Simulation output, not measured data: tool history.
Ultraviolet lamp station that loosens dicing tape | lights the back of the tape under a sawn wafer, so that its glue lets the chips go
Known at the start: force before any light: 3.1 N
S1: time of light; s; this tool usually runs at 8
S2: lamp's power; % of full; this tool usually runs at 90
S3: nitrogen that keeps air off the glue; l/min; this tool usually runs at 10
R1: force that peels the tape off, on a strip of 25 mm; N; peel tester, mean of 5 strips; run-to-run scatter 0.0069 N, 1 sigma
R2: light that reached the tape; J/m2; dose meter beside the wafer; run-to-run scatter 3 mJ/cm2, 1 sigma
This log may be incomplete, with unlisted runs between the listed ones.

run	hour	S1	S2	S3	R1	R2
1	0	8	90	10	0.231	4490
2	16.3	8	90	10	0.231	4610
3	27.9	16	90	10	0.217	9210
4	37.8	8	90	10	0.246	4570
5	47.1	5	90	10	0.331	2850
6	56.4	13	90	10	0.237	7470
7	68.5	13	74	10	0.221	6060
8	80.3	13	74	10	0.223	6070
9	95.9	8	90	10	0.235	4550
10	109.4	8	60	10	0.311	3010
11	125.6	8	60	10	0.318	3040
12	137	11	90	10	0.227	6260
13	148	8	70	11	0.258	3570
14	162.3	8	70	11	0.261	3540
15	177.8	4	67	7	0.726	1680
16	188.3	12	67	7	0.243	5060
17	201.9	12	76	4	0.245	5790
18	214.2	11	90	10	0.221	6220

Run 19 comes next. What will it give?
19	227	11	90	10	?	?

{"run 19": {"R1": 0.233, "R2": 6280}}
With no hidden state in the tool, this same run would have given R1 0.233 N, R2 6290 J/m2.
